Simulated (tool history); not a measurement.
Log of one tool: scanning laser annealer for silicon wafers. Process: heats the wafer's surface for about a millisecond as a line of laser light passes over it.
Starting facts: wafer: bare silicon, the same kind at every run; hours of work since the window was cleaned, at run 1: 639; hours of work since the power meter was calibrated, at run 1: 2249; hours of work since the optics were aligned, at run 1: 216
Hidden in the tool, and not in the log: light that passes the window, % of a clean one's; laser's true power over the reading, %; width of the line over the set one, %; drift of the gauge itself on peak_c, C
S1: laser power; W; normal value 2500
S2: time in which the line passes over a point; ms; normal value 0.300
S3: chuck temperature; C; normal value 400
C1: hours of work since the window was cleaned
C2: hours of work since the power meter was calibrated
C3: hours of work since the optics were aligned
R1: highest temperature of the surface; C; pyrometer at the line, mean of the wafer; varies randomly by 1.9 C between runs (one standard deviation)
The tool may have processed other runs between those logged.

run 1 day=0.000 | S1=2500 S2=0.300 S3=400 | C1=639 C2=2249 C3=216 | R1=1108
run 2 day=3.133 | S1=2500 S2=0.300 S3=400 | C1=682 C2=2292 C3=259 | R1=1108
-- day=3.996 window over the wafer cleaned
run 3 day=7.150 | S1=2500 S2=0.300 S3=400 | C1=43 C2=2346 C3=313 | R1=1100
run 4 day=9.442 | S1=2500 S2=0.317 S3=400 | C1=75 C2=2377 C3=345 | R1=1121
run 5 day=11.717 | S1=2500 S2=0.317 S3=400 | C1=106 C2=2408 C3=376 | R1=1119
run 6 day=14.733 | S1=2500 S2=0.317 S3=404 | C1=147 C2=2450 C3=417 | R1=1122
run 7 day=18.442 | S1=2500 S2=0.317 S3=399 | C1=198 C2=2501 C3=468 | R1=1114
run 8 day=21.333 | S1=2500 S2=0.300 S3=410 | C1=238 C2=2540 C3=508 | R1=1101
-- day=24.171 window over the wafer cleaned, once more
run 9 day=25.621 | S1=2500 S2=0.300 S3=410 | C1=20 C2=2598 C3=566 | R1=1127
run 10 day=28.038 | S1=2500 S2=0.300 S3=432 | C1=53 C2=2631 C3=599 | R1=1149
run 11 day=32.112 | S1=2500 S2=0.300 S3=432 | C1=109 C2=2687 C3=655 | R1=1145
run 12 day=35.596 | S1=2500 S2=0.300 S3=432 | C1=157 C2=2735 C3=703 | R1=1143
run 13 day=37.404 | S1=2500 S2=0.300 S3=432 | C1=182 C2=2760 C3=727 | R1=1145
run 14 day=39.583 | S1=2500 S2=0.300 S3=432 | C1=211 C2=2790 C3=757 | R1=1142
run 15 day=43.450 | S1=2500 S2=0.300 S3=432 | C1=264 C2=2843 C3=810 | R1=1138
run 16 day=46.150 | S1=2323 S2=0.304 S3=431 | C1=302 C2=2880 C3=847 | R1=1080
run 17 day=48.258 | S1=2161 S2=0.232 S3=435 | C1=330 C2=2909 C3=876 | R1=949
run 18 day=50.442 | S1=2161 S2=0.232 S3=435 | C1=360 C2=2938 C3=906 | R1=949
run 19 day=54.192 | S1=2380 S2=0.228 S3=411 | C1=412 C2=2990 C3=958 | R1=978
run 20 day=56.496 | S1=2380 S2=0.228 S3=411 | C1=443 C2=3022 C3=989 | R1=978
run 21 day=59.383 | S1=2673 S2=0.348 S3=400 | C1=483 C2=3061 C3=1029 | R1=1224
run 22 day=63.542 | S1=2673 S2=0.348 S3=400 | C1=540 C2=3118 C3=1086 | R1=1218
run 23 day=66.967 | S1=2673 S2=0.348 S3=400 | C1=587 C2=3165 C3=1133 | R1=1219
run 24 day=71.017 | S1=2256 S2=0.221 S3=427 | C1=643 C2=3221 C3=1189 | R1=943
run 25 day=74.575 | S1=2292 S2=0.338 S3=435 | C1=692 C2=3270 C3=1237 | R1=1101
-- day=74.842 window over the wafer cleaned
run 26 day=76.879 | S1=2500 S2=0.234 S3=434 | C1=28 C2=3300 C3=1268 | R1=1049
run 27 day=79.604 | S1=2500 S2=0.355 S3=390 | C1=65 C2=3337 C3=1305 | R1=1163
run 28 day=82.479 | S1=2303 S2=0.288 S3=377 | C1=105 C2=3377 C3=1345 | R1=1001
run 29 day=86.112 | S1=2303 S2=0.281 S3=376 | C1=155 C2=3427 C3=1395 | R1=993
run 30 day=88.100 | S1=2293 S2=0.349 S3=405 | C1=182 C2=3454 C3=1422 | R1=1096

Predict each of these 5 candidate next runs independently; none follows another, all start after run 30:
-- day=90.471 optics aligned, line set to its width
run A day=92.092 | S1=2359 S2=0.317 S3=419 | C1=234 C2=3506 C3=22 | R1=?
-- day=90.471 optics aligned, line set to its width
run B day=92.092 | S1=2597 S2=0.267 S3=419 | C1=234 C2=3506 C3=22 | R1=?
-- day=90.471 optics aligned, line set to its width
run C day=92.092 | S1=2500 S2=0.274 S3=417 | C1=234 C2=3506 C3=22 | R1=?
-- day=90.471 optics aligned, line set to its width
run D day=92.092 | S1=2500 S2=0.300 S3=408 | C1=234 C2=3506 C3=22 | R1=?
-- day=90.471 optics aligned, line set to its width
run E day=92.092 | S1=2293 S2=0.358 S3=401 | C1=234 C2=3506 C3=22 | R1=?

run=A R1=1115
run=B R1=1119
run=C R1=1097
run=D R1=1125
run=E R1=1118
Had the tool no hidden state, the same runs would have come out as:
run=A R1=1137
run=B R1=1141
run=C R1=1118
run=D R1=1148
run=E R1=1141
